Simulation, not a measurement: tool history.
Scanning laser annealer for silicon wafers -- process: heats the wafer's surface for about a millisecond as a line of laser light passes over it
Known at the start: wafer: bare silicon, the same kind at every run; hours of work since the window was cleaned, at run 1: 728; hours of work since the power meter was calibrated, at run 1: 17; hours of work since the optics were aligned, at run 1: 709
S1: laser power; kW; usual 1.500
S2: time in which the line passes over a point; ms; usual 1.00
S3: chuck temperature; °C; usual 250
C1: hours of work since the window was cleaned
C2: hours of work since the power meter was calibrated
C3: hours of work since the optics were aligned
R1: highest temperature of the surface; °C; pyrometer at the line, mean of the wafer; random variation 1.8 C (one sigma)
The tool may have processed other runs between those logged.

Run 1, day 0.000: usual settings; C1 728; C2 17; C3 709. Result: R1 1009 °C.
Run 2, day 0.250: usual settings but S3 265 °C; C1 732; C2 20; C3 712. Result: R1 1023 °C.
Run 3, day 0.446: usual settings; C1 734; C2 23; C3 715. Result: R1 1006 °C.
Run 4, day 0.850: usual settings but S1 1.492 kW; C1 739; C2 28; C3 720. Result: R1 1001 °C.
Run 5, day 1.096: usual settings; C1 742; C2 31; C3 723. Result: R1 1006 °C.
Run 6, day 1.404: usual settings; C1 746; C2 35; C3 727. Result: R1 1007 °C.
Run 7, day 1.583: usual settings; C1 748; C2 37; C3 729. Result: R1 1011 °C.
Run 8, day 1.938: usual settings but S2 0.87 ms, S3 242 °C; C1 753; C2 42; C3 733. Result: R1 948 °C.
Run 9, day 2.108: usual settings but S2 1.11 ms; C1 755; C2 44; C3 735. Result: R1 1049 °C.
Run 10, day 2.333: usual settings but S1 1.336 kW, S2 0.91 ms, S3 277 °C; C1 758; C2 47; C3 738. Result: R1 920 °C.
Run 11, day 2.729: usual settings but S2 1.21 ms; C1 763; C2 52; C3 743. Result: R1 1083 °C.

Branching from run 11: 3 alternative next runs. What would each branch give?
Run A, day 3.079: usual settings but S1 1.278 kW, S2 0.76 ms, S3 213 °C; C1 767; C2 56; C3 748. Result: R1 ?.
Run B, day 3.079: usual settings but S2 1.18 ms, S3 257 °C; C1 767; C2 56; C3 748. Result: R1 ?.
Run C, day 3.079: usual settings but S1 1.441 kW, S3 215 °C; C1 767; C2 56; C3 748. Result: R1 ?.

run    R1
  A   776
  B  1081
  C   942
The same runs, with their run-to-run variation unchanged, on a tool lacking any hidden condition would have given:
run    R1
  A   776
  B  1082
  C   943
